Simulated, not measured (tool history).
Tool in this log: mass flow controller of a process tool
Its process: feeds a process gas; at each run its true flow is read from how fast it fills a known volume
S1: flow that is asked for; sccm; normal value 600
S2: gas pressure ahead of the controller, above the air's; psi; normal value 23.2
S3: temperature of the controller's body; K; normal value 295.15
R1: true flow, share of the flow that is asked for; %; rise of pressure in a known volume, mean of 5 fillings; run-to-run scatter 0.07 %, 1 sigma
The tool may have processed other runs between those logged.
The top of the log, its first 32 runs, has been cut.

| run | hour | S1 | S2 | S3 | R1 |
|---|---|---|---|---|---|
| 33 | 1790.1 | 465 | 23.2 | 294.15 | 98.26 |
| 34 | 1866.6 | 344 | 34.2 | 295.15 | 98.72 |
| 35 | 1915.5 | 344 | 34.2 | 295.15 | 98.44 |
| 36 | 1968.6 | 725 | 34.2 | 295.15 | 99.12 |
| 37 | 2029.1 | 337 | 36.7 | 294.15 | 98.59 |
| 38 | 2094.4 | 128 | 20.3 | 300.15 | 98.06 |
| 39 | 2155.0 | 128 | 20.3 | 300.15 | 98.00 |
| 40 | 2215.0 | 128 | 20.3 | 300.15 | 97.93 |
| 41 | 2276.6 | 456 | 23.1 | 299.15 | 98.78 |
| 42 | 2317.3 | 924 | 35.7 | 302.15 | 99.90 |
| 43 | 2389.7 | 101 | 27.0 | 302.15 | 98.03 |
| 44 | 2463.0 | 101 | 36.8 | 301.15 | 98.07 |
| 45 | 2505.8 | 600 | 22.8 | 295.15 | 98.34 |
| 46 | 2573.9 | 164 | 38.9 | 295.15 | 97.92 |

Predict each of these 5 candidate next runs independently; none follows another, all start after run 46:
| A | 2609.7 | 650 | 38.9 | 295.15 | ? |
| B | 2609.7 | 165 | 23.1 | 297.15 | ? |
| C | 2609.7 | 164 | 38.9 | 293.15 | ? |
| D | 2609.7 | 164 | 34.1 | 299.15 | ? |
| E | 2609.7 | 150 | 27.3 | 295.15 | ? |

| run | R1 |
|---|---|
| A | 98.97 |
| B | 97.71 |
| C | 97.74 |
| D | 98.33 |
| E | 97.62 |
With the hidden condition removed and each run's random variation left untouched, the same runs would have given:
| run | R1 |
|---|---|
| A | 99.68 |
| B | 98.93 |
| C | 98.96 |
| D | 99.56 |
| E | 98.91 |
